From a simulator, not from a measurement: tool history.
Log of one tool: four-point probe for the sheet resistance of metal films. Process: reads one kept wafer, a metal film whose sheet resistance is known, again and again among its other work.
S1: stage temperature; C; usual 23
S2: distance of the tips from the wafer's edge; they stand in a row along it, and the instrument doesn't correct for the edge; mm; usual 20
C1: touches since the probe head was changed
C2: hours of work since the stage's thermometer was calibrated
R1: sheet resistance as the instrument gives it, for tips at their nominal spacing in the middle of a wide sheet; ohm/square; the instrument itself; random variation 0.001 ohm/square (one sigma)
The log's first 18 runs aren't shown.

run     day  S1  S2      C1    C2        R1
 19  25.033  23   7  106413   734  5.188641
 20  26.379  23   7  108366   757  5.189587
 21  27.471  23   7  109957   775  5.186550
 22  28.458  23   6  111390   792  5.193844
 23  29.650  20   5  113121   813  5.203055
 24  31.192  25  43  115361   839  5.171045
 25  33.058  19  27  118076   871  5.177042
 26  34.508  19  27  120185   896  5.177836
 27  35.583  29   4  121749   914  5.212943
 28  37.408  23  46  124401   945  5.172127
 29  38.829  23  46  126466   969  5.172405
 30  40.662  32  73  129135  1001  5.166574
 31  41.842  20  13  130847  1021  5.181030
 32  43.300  20  13  132970  1046  5.182021

Forecast run 33:
 33  44.833  20  13  135195  1072   ?

Run 33 gave R1 5.180036 ohm/square.
Without the tool's hidden state the same run would have given R1 5.180815 ohm/square.
